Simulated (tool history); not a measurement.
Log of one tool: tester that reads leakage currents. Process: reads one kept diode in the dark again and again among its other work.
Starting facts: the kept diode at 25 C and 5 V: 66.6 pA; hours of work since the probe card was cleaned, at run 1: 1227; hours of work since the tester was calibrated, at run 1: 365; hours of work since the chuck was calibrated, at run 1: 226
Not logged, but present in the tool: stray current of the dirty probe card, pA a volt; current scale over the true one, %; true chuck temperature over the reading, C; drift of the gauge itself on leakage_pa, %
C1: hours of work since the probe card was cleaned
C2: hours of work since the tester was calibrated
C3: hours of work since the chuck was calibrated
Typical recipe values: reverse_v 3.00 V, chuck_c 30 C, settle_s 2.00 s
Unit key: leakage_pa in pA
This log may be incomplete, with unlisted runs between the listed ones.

{"run": 1, "hour": 0.0, "reverse_v": 3.0, "chuck_c": 30, "settle_s": 2.0, "C1": 1227, "C2": 365, "C3": 226, "leakage_pa": 86.37}
{"run": 2, "hour": 15.8, "reverse_v": 16.72, "chuck_c": 30, "settle_s": 2.0, "C1": 1236, "C2": 374, "C3": 235, "leakage_pa": 159.64}
{"run": 3, "hour": 36.1, "reverse_v": 16.72, "chuck_c": 30, "settle_s": 2.0, "C1": 1248, "C2": 386, "C3": 247, "leakage_pa": 160.25}
{"run": 4, "hour": 65.4, "reverse_v": 5.69, "chuck_c": 30, "settle_s": 2.0, "C1": 1265, "C2": 403, "C3": 264, "leakage_pa": 107.87}
{"run": 5, "hour": 87.9, "reverse_v": 5.69, "chuck_c": 30, "settle_s": 2.0, "C1": 1278, "C2": 416, "C3": 277, "leakage_pa": 107.23}
{"run": 6, "hour": 108.9, "reverse_v": 3.0, "chuck_c": 30, "settle_s": 2.0, "C1": 1290, "C2": 428, "C3": 289, "leakage_pa": 86.35}
{"run": 7, "hour": 129.7, "reverse_v": 3.0, "chuck_c": 30, "settle_s": 0.67, "C1": 1302, "C2": 440, "C3": 301, "leakage_pa": 86.6}
{"run": 8, "hour": 148.9, "reverse_v": 3.0, "chuck_c": 30, "settle_s": 0.32, "C1": 1313, "C2": 451, "C3": 312, "leakage_pa": 87.84}
{"run": 9, "hour": 167.6, "reverse_v": 3.0, "chuck_c": 30, "settle_s": 1.72, "C1": 1324, "C2": 462, "C3": 323, "leakage_pa": 86.03}
{"run": 10, "hour": 181.5, "reverse_v": 3.0, "chuck_c": 30, "settle_s": 1.72, "C1": 1332, "C2": 470, "C3": 331, "leakage_pa": 85.78}
{"run": 11, "hour": 206.2, "reverse_v": 3.0, "chuck_c": 30, "settle_s": 1.72, "C1": 1346, "C2": 484, "C3": 345, "leakage_pa": 85.79}
{"run": 12, "hour": 228.7, "reverse_v": 3.0, "chuck_c": 30, "settle_s": 1.72, "C1": 1359, "C2": 497, "C3": 358, "leakage_pa": 86.03}
{"run": 13, "hour": 243.9, "reverse_v": 3.0, "chuck_c": 30, "settle_s": 3.13, "C1": 1368, "C2": 506, "C3": 367, "leakage_pa": 85.84}
{"run": 14, "hour": 260.9, "reverse_v": 3.0, "chuck_c": 30, "settle_s": 2.0, "C1": 1378, "C2": 515, "C3": 376, "leakage_pa": 85.54}
{"run": 15, "hour": 289.2, "reverse_v": 3.0, "chuck_c": 30, "settle_s": 2.0, "C1": 1394, "C2": 532, "C3": 393, "leakage_pa": 85.72}
{"run": 16, "hour": 311.1, "reverse_v": 3.0, "chuck_c": 30, "settle_s": 2.0, "C1": 1407, "C2": 544, "C3": 405, "leakage_pa": 85.74}
{"run": 17, "hour": 336.2, "reverse_v": 3.0, "chuck_c": 30, "settle_s": 2.0, "C1": 1421, "C2": 559, "C3": 420, "leakage_pa": 85.78}
{"run": 18, "hour": 365.4, "reverse_v": 3.0, "chuck_c": 30, "settle_s": 2.0, "C1": 1438, "C2": 576, "C3": 437, "leakage_pa": 85.37}
{"run": 19, "hour": 390.9, "reverse_v": 3.0, "chuck_c": 30, "settle_s": 0.49, "C1": 1453, "C2": 590, "C3": 451, "leakage_pa": 86.74}
{"run": 20, "hour": 404.1, "reverse_v": 3.0, "chuck_c": 30, "settle_s": 0.49, "C1": 1460, "C2": 598, "C3": 459, "leakage_pa": 86.34}
{"run": 21, "hour": 431.0, "reverse_v": 3.0, "chuck_c": 30, "settle_s": 0.49, "C1": 1476, "C2": 613, "C3": 474, "leakage_pa": 86.13}
{"run": 22, "hour": 443.7, "reverse_v": 1.66, "chuck_c": 22, "settle_s": 0.4, "C1": 1483, "C2": 621, "C3": 482, "leakage_pa": 37.78}
{"run": 23, "hour": 462.2, "reverse_v": 1.66, "chuck_c": 27, "settle_s": 0.4, "C1": 1494, "C2": 631, "C3": 492, "leakage_pa": 55.59}
{"run": 24, "hour": 477.2, "reverse_v": 7.44, "chuck_c": 51, "settle_s": 2.0, "C1": 1502, "C2": 640, "C3": 501, "leakage_pa": 538.7}
{"hour": 491.3, "done": "probe card cleaned and baked"}
{"run": 25, "hour": 496.1, "reverse_v": 2.1, "chuck_c": 38, "settle_s": 5.76, "C1": 3, "C2": 649, "C3": 510, "leakage_pa": 137.54}
{"run": 26, "hour": 520.2, "reverse_v": 2.92, "chuck_c": 38, "settle_s": 2.82, "C1": 17, "C2": 663, "C3": 524, "leakage_pa": 152.55}
{"run": 27, "hour": 544.7, "reverse_v": 2.92, "chuck_c": 38, "settle_s": 2.82, "C1": 31, "C2": 677, "C3": 538, "leakage_pa": 152.17}
{"run": 28, "hour": 566.2, "reverse_v": 2.92, "chuck_c": 38, "settle_s": 2.82, "C1": 43, "C2": 690, "C3": 551, "leakage_pa": 152.68}
{"run": 29, "hour": 579.1, "reverse_v": 2.92, "chuck_c": 38, "settle_s": 2.82, "C1": 51, "C2": 697, "C3": 558, "leakage_pa": 152.66}
{"run": 30, "hour": 608.5, "reverse_v": 17.61, "chuck_c": 55, "settle_s": 2.33, "C1": 68, "C2": 714, "C3": 575, "leakage_pa": 920.55}
{"run": 31, "hour": 627.8, "reverse_v": 5.19, "chuck_c": 23, "settle_s": 1.31, "C1": 79, "C2": 725, "C3": 586, "leakage_pa": 56.77}
{"run": 32, "hour": 652.1, "reverse_v": 13.96, "chuck_c": 23, "settle_s": 0.88, "C1": 93, "C2": 739, "C3": 600, "leakage_pa": 80.55}
{"run": 33, "hour": 665.8, "reverse_v": 4.29, "chuck_c": 30, "settle_s": 5.11, "C1": 101, "C2": 747, "C3": 608, "leakage_pa": 93.02}
{"run": 34, "hour": 678.3, "reverse_v": 4.29, "chuck_c": 30, "settle_s": 0.32, "C1": 108, "C2": 754, "C3": 615, "leakage_pa": 95.38}
{"run": 35, "hour": 695.5, "reverse_v": 4.29, "chuck_c": 45, "settle_s": 1.31, "C1": 118, "C2": 764, "C3": 625, "leakage_pa": 289.9}
{"run": 36, "hour": 717.7, "reverse_v": 4.29, "chuck_c": 45, "settle_s": 1.31, "C1": 130, "C2": 777, "C3": 638, "leakage_pa": 289.71}
{"run": 37, "hour": 736.5, "reverse_v": 3.0, "chuck_c": 32, "settle_s": 2.28, "C1": 141, "C2": 788, "C3": 649, "leakage_pa": 96.54}
{"run": 38, "hour": 764.9, "reverse_v": 2.33, "chuck_c": 21, "settle_s": 2.28, "C1": 158, "C2": 804, "C3": 665, "leakage_pa": 36.38}
{"run": 39, "hour": 789.2, "reverse_v": 3.0, "chuck_c": 53, "settle_s": 2.0, "C1": 172, "C2": 818, "C3": 679, "leakage_pa": 451.67}
{"run": 40, "hour": 817.1, "reverse_v": 3.0, "chuck_c": 53, "settle_s": 2.0, "C1": 188, "C2": 834, "C3": 695, "leakage_pa": 452.68}
{"run": 41, "hour": 837.8, "reverse_v": 3.0, "chuck_c": 30, "settle_s": 0.95, "C1": 200, "C2": 846, "C3": 707, "leakage_pa": 82.37}

Consider 3 possible next runs. They are alternatives, not a sequence: every one starts from the tool as it was left by run 41. What does each give?
{"run": "A", "hour": 854.8, "reverse_v": 1.55, "chuck_c": 30, "settle_s": 2.62, "C1": 209, "C2": 856, "C3": 717, "leakage_pa": "?"}
{"run": "B", "hour": 854.8, "reverse_v": 3.2, "chuck_c": 25, "settle_s": 0.49, "C1": 209, "C2": 856, "C3": 717, "leakage_pa": "?"}
{"run": "C", "hour": 854.8, "reverse_v": 3.0, "chuck_c": 30, "settle_s": 2.18, "C1": 209, "C2": 856, "C3": 717, "leakage_pa": "?"}

run=A leakage_pa=66.52
run=B leakage_pa=57.15
run=C leakage_pa=82.22
Had the tool no hidden state, the same runs would have come out as:
run=A leakage_pa=68.78
run=B leakage_pa=58.90
run=C leakage_pa=84.88
